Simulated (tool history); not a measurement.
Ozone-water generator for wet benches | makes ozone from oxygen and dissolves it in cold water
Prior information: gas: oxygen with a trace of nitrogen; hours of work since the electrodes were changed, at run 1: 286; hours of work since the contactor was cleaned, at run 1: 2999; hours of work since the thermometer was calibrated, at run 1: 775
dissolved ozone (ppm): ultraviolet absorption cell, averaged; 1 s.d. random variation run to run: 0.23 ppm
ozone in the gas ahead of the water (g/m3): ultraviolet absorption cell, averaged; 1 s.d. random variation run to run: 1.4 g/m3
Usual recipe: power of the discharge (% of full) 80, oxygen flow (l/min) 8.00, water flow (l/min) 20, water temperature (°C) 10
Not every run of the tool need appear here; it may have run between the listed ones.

run   hour  power of the discharge (% of full)  oxygen flow (l/min)  water flow (l/min)  water temperature (°C)  hours of work since the electrodes were changed  hours of work since the contactor was cleaned  hours of work since the thermometer was calibrated  dissolved ozone (ppm)  ozone in the gas ahead of the water (g/m3)
  1    0.0                                  80                 8.00                  20                      10                                              286                                           2999                                                 775                   35.3                                       259.2
  2   17.6                                  80                 8.00                  20                       8                                              304                                           3016                                                 792                   36.1                                       257.9
  3   50.7                                  80                 8.00                  20                       6                                              336                                           3049                                                 825                   37.2                                       261.6
  4   83.1                                  80                 8.00                  20                       6                                              368                                           3081                                                 856                   37.5                                       258.8
  5  109.4                                  80                 8.00                  20                       6                                              394                                           3107                                                 882                   37.4                                       259.3
  6  139.5                                  80                 8.00                  20                       6                                              424                                           3136                                                 912                   37.3                                       260.7
  7  174.1                                  48                 4.22                  20                      17                                              458                                           3171                                                 946                   23.5                                       274.8
  8  204.7                                  54                13.61                  13                      17                                              488                                           3201                                                 976                   28.7                                       149.5
  9  244.9                                  52                 4.65                  20                      10                                              528                                           3240                                                1016                   26.7                                       271.8
 10  282.1                                  64                 7.70                  27                      13                                              564                                           3277                                                1053                   21.9                                       232.7
 11  322.8                                  64                 7.70                  27                      13                                              604                                           3317                                                1093                   22.0                                       230.2

Alternative continuations, all from the tool just after run 11; predict every row:
  A  350.1                                  64                11.71                  26                      13                                              631                                           3344                                                1120                      ?                                           ?
  B  350.1                                  64                 4.41                  22                       8                                              631                                           3344                                                1120                      ?                                           ?
  C  350.1                                  44                10.73                  31                      10                                              631                                           3344                                                1120                      ?                                           ?
  D  350.1                                  62                 7.70                  27                      13                                              631                                           3344                                                1120                      ?                                           ?
  E  350.1                                  80                 6.47                  20                       8                                              631                                           3344                                                1120                      ?                                           ?

run  dissolved ozone (ppm)  ozone in the gas ahead of the water (g/m3)
  A                   21.6                                       179.9
  B                   28.0                                       320.7
  C                   15.2                                       150.2
  D                   21.1                                       226.0
  E                   36.1                                       290.9
With the hidden condition removed and each run's random variation left untouched, the same runs would have given:
run  dissolved ozone (ppm)  ozone in the gas ahead of the water (g/m3)
  A                   21.6                                       179.9
  B                   28.0                                       320.7
  C                   15.2                                       150.2
  D                   21.1                                       226.0
  E                   36.2                                       290.9
